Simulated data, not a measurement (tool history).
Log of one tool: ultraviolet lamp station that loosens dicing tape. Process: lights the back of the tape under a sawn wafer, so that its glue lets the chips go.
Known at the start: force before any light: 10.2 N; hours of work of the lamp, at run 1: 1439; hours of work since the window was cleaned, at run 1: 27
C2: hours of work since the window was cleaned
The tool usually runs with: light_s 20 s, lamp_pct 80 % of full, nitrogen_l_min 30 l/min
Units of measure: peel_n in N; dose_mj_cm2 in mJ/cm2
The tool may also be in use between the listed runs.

Run 1, day 0: usual settings; hours of work of the lamp 1439; C2 27. Result: peel_n 2.028 N, dose_mj_cm2 146 mJ/cm2.
Run 2, day 3.121: usual settings; hours of work of the lamp 1481; C2 69. Result: peel_n 2.068 N, dose_mj_cm2 150 mJ/cm2.
Run 3, day 4.992: usual settings; hours of work of the lamp 1506; C2 94. Result: peel_n 2.142 N, dose_mj_cm2 142 mJ/cm2.
Run 4, day 7.188: usual settings; hours of work of the lamp 1535; C2 123. Result: peel_n 2.242 N, dose_mj_cm2 142 mJ/cm2.
Run 5, day 9.696: usual settings but light_s 18 s; hours of work of the lamp 1568; C2 156. Result: peel_n 2.613 N, dose_mj_cm2 129 mJ/cm2.
Run 6, day 12.058: usual settings but lamp_pct 82 % of full; hours of work of the lamp 1599; C2 187. Result: peel_n 2.305 N, dose_mj_cm2 139 mJ/cm2.
At day 13.896: lamp changed.
Run 7, day 14.742: usual settings but lamp_pct 61 % of full; hours of work of the lamp 11; C2 222. Result: peel_n 1.755 N, dose_mj_cm2 167 mJ/cm2.
Run 8, day 17.767: usual settings but light_s 13 s; hours of work of the lamp 51; C2 263. Result: peel_n 2.258 N, dose_mj_cm2 139 mJ/cm2.
Run 9, day 19.938: usual settings but light_s 13 s, nitrogen_l_min 11 l/min; hours of work of the lamp 80; C2 291. Result: peel_n 3.219 N, dose_mj_cm2 138 mJ/cm2.
Run 10, day 21.942: usual settings but light_s 16 s, lamp_pct 76 % of full, nitrogen_l_min 17 l/min; hours of work of the lamp 107; C2 318. Result: peel_n 2.261 N, dose_mj_cm2 160 mJ/cm2.
Run 11, day 24.45: usual settings but light_s 16 s, lamp_pct 76 % of full, nitrogen_l_min 17 l/min; hours of work of the lamp 140; C2 351. Result: peel_n 2.401 N, dose_mj_cm2 152 mJ/cm2.
Run 12, day 27.017: usual settings but light_s 16 s, lamp_pct 76 % of full, nitrogen_l_min 17 l/min; hours of work of the lamp 174; C2 385. Result: peel_n 2.394 N, dose_mj_cm2 154 mJ/cm2.
Run 13, day 29.275: usual settings but light_s 16 s, lamp_pct 76 % of full, nitrogen_l_min 20 l/min; hours of work of the lamp 204; C2 415. Result: peel_n 2.354 N, dose_mj_cm2 154 mJ/cm2.
At day 29.521: window cleaned of glue's vapour.
Run 14, day 30.958: usual settings but light_s 19 s, lamp_pct 64 % of full, nitrogen_l_min 20 l/min; hours of work of the lamp 226; C2 19. Result: peel_n 2.047 N, dose_mj_cm2 169 mJ/cm2.
Run 15, day 33.408: usual settings but light_s 19 s, lamp_pct 64 % of full, nitrogen_l_min 20 l/min; hours of work of the lamp 259; C2 52. Result: peel_n 2.052 N, dose_mj_cm2 163 mJ/cm2.
Run 16, day 34.979: usual settings but nitrogen_l_min 26 l/min; hours of work of the lamp 279; C2 72. Result: peel_n 1.254 N, dose_mj_cm2 218 mJ/cm2.

Predict each of these 5 candidate next runs independently; none follows another, all start after run 16:
Run A, day 37.267: usual settings but light_s 24 s, lamp_pct 69 % of full, nitrogen_l_min 21 l/min; hours of work of the lamp 310; C2 103. Result: peel_n ?, dose_mj_cm2 ?.
Run B, day 37.267: usual settings but lamp_pct 83 % of full, nitrogen_l_min 14 l/min; hours of work of the lamp 310; C2 103. Result: peel_n ?, dose_mj_cm2 ?.
Run C, day 37.267: usual settings but light_s 24 s, lamp_pct 78 % of full; hours of work of the lamp 310; C2 103. Result: peel_n ?, dose_mj_cm2 ?.
Run D, day 37.267: usual settings but light_s 35 s, lamp_pct 64 % of full, nitrogen_l_min 17 l/min; hours of work of the lamp 310; C2 103. Result: peel_n ?, dose_mj_cm2 ?.
Run E, day 37.267: usual settings but light_s 15 s, lamp_pct 66 % of full, nitrogen_l_min 35 l/min; hours of work of the lamp 310; C2 103. Result: peel_n ?, dose_mj_cm2 ?.

run  peel_n  dose_mj_cm2
  A   1.306          217
  B   1.541          216
  C   0.865          249
  D   0.776          294
  E   2.366          129
With the hidden condition removed and each run's random variation left untouched, the same runs would have given:
run  peel_n  dose_mj_cm2
  A   1.072          241
  B   1.278          240
  C     0.7          276
  D   0.628          326
  E   2.036          143
